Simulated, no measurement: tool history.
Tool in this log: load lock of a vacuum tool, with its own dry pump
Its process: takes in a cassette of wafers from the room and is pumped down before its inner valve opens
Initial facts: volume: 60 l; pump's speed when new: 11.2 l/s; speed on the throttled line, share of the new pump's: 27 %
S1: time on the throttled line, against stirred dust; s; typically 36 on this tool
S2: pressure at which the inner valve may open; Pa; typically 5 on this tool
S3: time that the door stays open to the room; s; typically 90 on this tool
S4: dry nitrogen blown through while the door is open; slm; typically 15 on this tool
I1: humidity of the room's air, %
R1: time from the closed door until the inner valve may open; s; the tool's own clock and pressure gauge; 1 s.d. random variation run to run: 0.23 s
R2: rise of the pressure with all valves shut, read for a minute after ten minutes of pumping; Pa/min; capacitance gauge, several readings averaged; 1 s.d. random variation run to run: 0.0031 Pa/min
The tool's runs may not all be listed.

| run | day | S1 | S2 | S3 | S4 | I1 | R1 | R2 |
|---|---|---|---|---|---|---|---|---|
| 1 | 0 | 36 | 5 | 90 | 15 | 43.9 | 86.3 | 0.077 |
| 2 | 2.654 | 36 | 5 | 90 | 15 | 50 | 85.6 | 0.083 |
| 3 | 5.896 | 36 | 5 | 90 | 15 | 47.9 | 86 | 0.082 |
| 4 | 9.362 | 36 | 5 | 90 | 15 | 43.3 | 86.2 | 0.078 |
| 5 | 11.354 | 36 | 5 | 90 | 29 | 46.3 | 86.1 | 0.069 |
| 6 | 14.683 | 36 | 5 | 90 | 29 | 44.3 | 85.9 | 0.066 |
| 7 | 17.675 | 36 | 5 | 90 | 29 | 48 | 86.6 | 0.069 |
| 8 | 19.862 | 36 | 5 | 90 | 15 | 46.4 | 86.2 | 0.089 |
| 9 | 23.058 | 36 | 5 | 90 | 15 | 47.3 | 86.2 | 0.084 |
| 10 | 25.154 | 36 | 5 | 90 | 15 | 41.2 | 86.6 | 0.079 |
| 11 | 27.596 | 36 | 5 | 66 | 15 | 43.2 | 86.2 | 0.065 |
| 12 | 29.45 | 36 | 5 | 66 | 15 | 44.4 | 86.5 | 0.069 |
| 13 | 33.308 | 36 | 4 | 38 | 24 | 44.4 | 88 | 0.045 |
| 14 | 35.154 | 46 | 6 | 38 | 19 | 46.2 | 91.9 | 0.048 |
| 15 | 38.5 | 46 | 6 | 38 | 19 | 42.9 | 91.5 | 0.048 |
| 16 | 42.129 | 29 | 7 | 209 | 6 | 43.4 | 79.3 | 0.159 |
|  | 43.762 | dry pump taken out, an overhauled one fitted |
| 17 | 45.725 | 29 | 7 | 209 | 6 | 44.9 | 73.2 | 0.165 |
| 18 | 49.433 | 64 | 5 | 77 | 15 | 45.5 | 101 | 0.083 |
| 19 | 52.883 | 64 | 5 | 77 | 15 | 46.7 | 100.2 | 0.081 |
| 20 | 56.767 | 48 | 5 | 90 | 31 | 46.2 | 88.9 | 0.069 |
| 21 | 58.808 | 36 | 5 | 90 | 42 | 43.9 | 80.4 | 0.06 |
| 22 | 62.704 | 45 | 5 | 96 | 42 | 41.1 | 86.7 | 0.059 |
| 23 | 65.45 | 57 | 5 | 90 | 15 | 46.5 | 95.9 | 0.09 |
| 24 | 67.454 | 35 | 8 | 228 | 15 | 48.2 | 76.7 | 0.155 |

Each row is a separate what-if for the run after 24, all from the same tool condition, not one after another. Results?
| A | 69.912 | 36 | 5 | 90 | 8 | 42 | ? | ? |
| B | 69.912 | 35 | 4 | 228 | 15 | 45.3 | ? | ? |
| C | 69.912 | 36 | 9 | 90 | 13 | 44 | ? | ? |
| D | 69.912 | 36 | 5 | 28 | 15 | 45.9 | ? | ? |

| run | R1 | R2 |
|---|---|---|
| A | 80.2 | 0.097 |
| B | 80.6 | 0.144 |
| C | 76.7 | 0.089 |
| D | 79.8 | 0.05 |
Stripped of hidden state, with their random variation kept, the same runs would have yielded:
| run | R1 | R2 |
|---|---|---|
| A | 80.3 | 0.078 |
| B | 80.6 | 0.126 |
| C | 76.8 | 0.07 |
| D | 79.9 | 0.032 |
